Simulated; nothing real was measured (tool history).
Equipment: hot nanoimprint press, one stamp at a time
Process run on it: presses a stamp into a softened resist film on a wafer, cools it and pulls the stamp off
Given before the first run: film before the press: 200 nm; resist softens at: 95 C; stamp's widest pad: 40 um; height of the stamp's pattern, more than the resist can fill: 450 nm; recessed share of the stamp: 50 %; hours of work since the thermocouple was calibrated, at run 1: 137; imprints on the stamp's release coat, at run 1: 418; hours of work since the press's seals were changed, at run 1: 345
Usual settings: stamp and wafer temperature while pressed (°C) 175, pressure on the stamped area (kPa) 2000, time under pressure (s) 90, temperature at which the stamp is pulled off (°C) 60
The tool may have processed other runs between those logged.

run	hour	stamp and wafer temperature while pressed (°C)	pressure on the stamped area (kPa)	time under pressure (s)	temperature at which the stamp is pulled off (°C)	hours of work since the thermocouple was calibrated	imprints on the stamp's release coat	hours of work since the press's seals were changed	resist left under the stamp's widest pad (nm)	greatest force while the stamp is pulled off (N)
1	0.0	175	2000	90	60	137	418	345	96.2	168
2	37.4	175	2000	90	60	154	515	362	94.1	168
3	88.1	175	2000	90	60	177	647	385	95.2	166
4	133.3	175	2000	90	60	197	764	405	95.0	163
5	159.4	175	2000	59	60	209	832	417	109.3	168
# hour 178.4: stamp cleaned and given a new release coat
6	201.2	175	2000	118	60	225	59	433	87.1	161
7	229.6	175	2000	118	60	238	132	446	86.4	166
8	256.5	175	2000	118	60	250	202	458	86.6	158
9	295.0	175	2880	118	60	267	302	475	72.2	164
10	324.1	175	2880	118	60	280	377	488	71.9	162
11	348.3	175	2000	90	60	291	440	499	96.3	162
12	382.2	175	2000	90	60	306	528	514	94.5	163
13	411.3	175	2000	90	60	319	604	528	95.0	164
14	440.3	175	2000	90	60	333	679	541	94.2	166
15	474.2	175	2000	90	60	348	767	556	95.5	163
16	496.6	175	2710	90	56	358	825	566	81.3	177
# hour 517.0: stamp cleaned and given a new release coat
17	540.5	182	2560	64	60	375	61	583	74.6	164
18	567.9	182	1320	173	48	387	132	595	70.9	212
19	600.8	181	2830	90	59	402	217	610	63.8	165
20	633.8	181	2830	90	59	417	303	625	64.1	170
21	681.2	181	2830	90	59	438	426	646	62.8	165
22	731.5	181	2830	49	56	461	556	669	80.8	176
23	764.4	181	2830	49	56	476	641	684	80.5	178
24	805.1	181	2830	49	56	494	747	702	79.5	175
25	829.5	163	2830	49	63	505	810	713	148.9	153
# hour 857.2: stamp cleaned and given a new release coat
26	857.2	163	2830	49	63	515	0	723	149.2	150
27	901.1	163	2830	49	63	535	114	743	147.0	152

Branching from run 27: 5 alternative next runs. What would each branch give?
A	932.7	175	2000	90	60	549	196	757	?	?
B	932.7	175	2000	71	53	549	196	757	?	?
C	932.7	165	2120	144	63	549	196	757	?	?
D	932.7	175	1380	90	64	549	196	757	?	?
E	932.7	163	2800	126	49	549	196	757	?	?

run	resist left under the stamp's widest pad (nm)	greatest force while the stamp is pulled off (N)
A	95.7	164
B	102.7	188
C	116.5	148
D	112.6	142
E	116.0	212
Without the tool's hidden state the same runs would have given:
run	resist left under the stamp's widest pad (nm)	greatest force while the stamp is pulled off (N)
A	96.0	165
B	103.0	188
C	116.8	148
D	112.9	142
E	116.4	212

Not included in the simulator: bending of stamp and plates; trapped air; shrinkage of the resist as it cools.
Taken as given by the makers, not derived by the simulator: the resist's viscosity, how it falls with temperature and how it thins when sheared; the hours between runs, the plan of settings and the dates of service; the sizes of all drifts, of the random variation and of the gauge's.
